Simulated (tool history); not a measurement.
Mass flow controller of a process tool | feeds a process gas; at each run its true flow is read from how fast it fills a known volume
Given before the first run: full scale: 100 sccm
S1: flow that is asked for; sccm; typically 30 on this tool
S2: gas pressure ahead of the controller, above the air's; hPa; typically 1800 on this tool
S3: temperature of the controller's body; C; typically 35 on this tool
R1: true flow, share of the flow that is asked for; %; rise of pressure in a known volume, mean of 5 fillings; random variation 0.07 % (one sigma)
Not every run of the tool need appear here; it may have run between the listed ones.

| run | day | S1 | S2 | S3 | R1 |
|---|---|---|---|---|---|
| 1 | 0.000 | 30 | 1800 | 35 | 97.31 |
| 2 | 2.296 | 24 | 1800 | 35 | 97.01 |
| 3 | 4.029 | 24 | 1800 | 35 | 97.02 |
| 4 | 5.804 | 30 | 1800 | 35 | 97.00 |
| 5 | 8.517 | 30 | 1800 | 35 | 97.00 |
| 6 | 11.021 | 30 | 1800 | 35 | 96.88 |
| 7 | 14.838 | 22 | 1800 | 35 | 96.62 |
| 8 | 18.450 | 22 | 1800 | 32 | 96.65 |
| 9 | 21.708 | 22 | 1800 | 32 | 96.55 |
| 10 | 24.321 | 30 | 1590 | 33 | 96.68 |
| 11 | 27.871 | 30 | 1590 | 33 | 96.49 |
| 12 | 30.654 | 40 | 2540 | 32 | 96.94 |
| 13 | 33.500 | 31 | 1800 | 39 | 95.93 |
| 14 | 35.471 | 31 | 1800 | 39 | 95.85 |
| 15 | 38.392 | 30 | 2430 | 35 | 96.24 |

Here are 5 independent what-if runs from the current tool condition. What would each one return?
| A | 40.858 | 84 | 2430 | 35 | ? |
| B | 40.858 | 30 | 1800 | 20 | ? |
| C | 40.858 | 30 | 1760 | 35 | ? |
| D | 40.858 | 17 | 2210 | 26 | ? |
| E | 40.858 | 65 | 1420 | 35 | ? |

| run | R1 |
|---|---|
| A | 97.67 |
| B | 97.20 |
| C | 96.04 |
| D | 96.33 |
| E | 96.85 |
Take away the tool's hidden state, keep each run's random variation, and the runs would have read:
| run | R1 |
|---|---|
| A | 98.89 |
| B | 98.42 |
| C | 97.25 |
| D | 97.55 |
| E | 98.07 |
